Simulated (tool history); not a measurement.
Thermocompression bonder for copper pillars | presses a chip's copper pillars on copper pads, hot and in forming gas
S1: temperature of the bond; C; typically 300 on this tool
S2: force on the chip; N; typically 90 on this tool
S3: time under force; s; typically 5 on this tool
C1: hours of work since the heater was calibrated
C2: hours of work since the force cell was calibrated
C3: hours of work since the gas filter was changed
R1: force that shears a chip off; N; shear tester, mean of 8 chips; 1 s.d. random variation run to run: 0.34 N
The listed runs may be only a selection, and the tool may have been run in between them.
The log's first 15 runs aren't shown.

{"run": 16, "hour": 187.8, "S1": 300, "S2": 90, "S3": 5, "C1": 641, "C2": 328, "C3": 76, "R1": 51.8}
{"run": 17, "hour": 198.2, "S1": 300, "S2": 90, "S3": 5, "C1": 647, "C2": 334, "C3": 82, "R1": 52.6}
{"run": 18, "hour": 209.5, "S1": 300, "S2": 90, "S3": 5, "C1": 654, "C2": 340, "C3": 89, "R1": 52}
{"hour": 212.4, "done": "force cell calibrated"}
{"run": 19, "hour": 227.2, "S1": 300, "S2": 90, "S3": 13, "C1": 663, "C2": 9, "C3": 98, "R1": 63.8}
{"run": 20, "hour": 240.1, "S1": 300, "S2": 90, "S3": 13, "C1": 671, "C2": 16, "C3": 106, "R1": 63.2}
{"hour": 247.0, "done": "force cell calibrated, once more"}
{"run": 21, "hour": 251.4, "S1": 278, "S2": 63, "S3": 8, "C1": 676, "C2": 3, "C3": 111, "R1": 43.3}
{"run": 22, "hour": 264.9, "S1": 314, "S2": 107, "S3": 4, "C1": 684, "C2": 10, "C3": 119, "R1": 56.4}
{"run": 23, "hour": 274.9, "S1": 307, "S2": 60, "S3": 11, "C1": 690, "C2": 16, "C3": 125, "R1": 55.7}
{"run": 24, "hour": 283.6, "S1": 315, "S2": 90, "S3": 11, "C1": 695, "C2": 21, "C3": 130, "R1": 65.4}
{"hour": 292.1, "done": "forming gas filter changed"}
{"run": 25, "hour": 296.7, "S1": 315, "S2": 90, "S3": 11, "C1": 702, "C2": 29, "C3": 3, "R1": 69.5}
{"run": 26, "hour": 307.3, "S1": 309, "S2": 90, "S3": 9, "C1": 709, "C2": 35, "C3": 9, "R1": 65}
{"run": 27, "hour": 323.3, "S1": 305, "S2": 72, "S3": 11, "C1": 718, "C2": 44, "C3": 18, "R1": 62.4}
{"run": 28, "hour": 331.4, "S1": 305, "S2": 72, "S3": 11, "C1": 723, "C2": 49, "C3": 23, "R1": 61.8}
{"run": 29, "hour": 344.6, "S1": 300, "S2": 98, "S3": 10, "C1": 730, "C2": 56, "C3": 30, "R1": 64.6}
{"run": 30, "hour": 357.4, "S1": 313, "S2": 80, "S3": 10, "C1": 738, "C2": 64, "C3": 38, "R1": 64.1}
{"run": 31, "hour": 366.9, "S1": 285, "S2": 90, "S3": 5, "C1": 743, "C2": 69, "C3": 43, "R1": 48.2}
{"run": 32, "hour": 378.7, "S1": 285, "S2": 90, "S3": 11, "C1": 750, "C2": 76, "C3": 50, "R1": 58.6}
{"run": 33, "hour": 394.6, "S1": 302, "S2": 90, "S3": 8, "C1": 759, "C2": 85, "C3": 59, "R1": 60.5}
{"run": 34, "hour": 409.4, "S1": 302, "S2": 90, "S3": 8, "C1": 768, "C2": 94, "C3": 68, "R1": 59.1}
{"run": 35, "hour": 419.6, "S1": 302, "S2": 90, "S3": 8, "C1": 774, "C2": 100, "C3": 74, "R1": 58.9}
{"run": 36, "hour": 435.2, "S1": 302, "S2": 90, "S3": 8, "C1": 783, "C2": 109, "C3": 83, "R1": 59.5}
{"run": 37, "hour": 444.8, "S1": 276, "S2": 107, "S3": 14, "C1": 788, "C2": 114, "C3": 88, "R1": 60.4}
{"run": 38, "hour": 459.4, "S1": 270, "S2": 107, "S3": 14, "C1": 797, "C2": 123, "C3": 97, "R1": 58.2}
{"run": 39, "hour": 468.7, "S1": 299, "S2": 95, "S3": 14, "C1": 802, "C2": 128, "C3": 102, "R1": 64.8}

Consider 3 possible next runs. They are alternatives, not a sequence: every one starts from the tool as it was left by run 39. What does each give?
{"run": "A", "hour": 479.2, "S1": 304, "S2": 123, "S3": 7, "C1": 808, "C2": 134, "C3": 108, "R1": "?"}
{"run": "B", "hour": 479.2, "S1": 314, "S2": 59, "S3": 4, "C1": 808, "C2": 134, "C3": 108, "R1": "?"}
{"run": "C", "hour": 479.2, "S1": 320, "S2": 90, "S3": 5, "C1": 808, "C2": 134, "C3": 108, "R1": "?"}

run=A R1=62
run=B R1=43.8
run=C R1=57
Take away the tool's hidden state, keep each run's random variation, and the runs would have read:
run=A R1=67.6
run=B R1=48.7
run=C R1=62.4

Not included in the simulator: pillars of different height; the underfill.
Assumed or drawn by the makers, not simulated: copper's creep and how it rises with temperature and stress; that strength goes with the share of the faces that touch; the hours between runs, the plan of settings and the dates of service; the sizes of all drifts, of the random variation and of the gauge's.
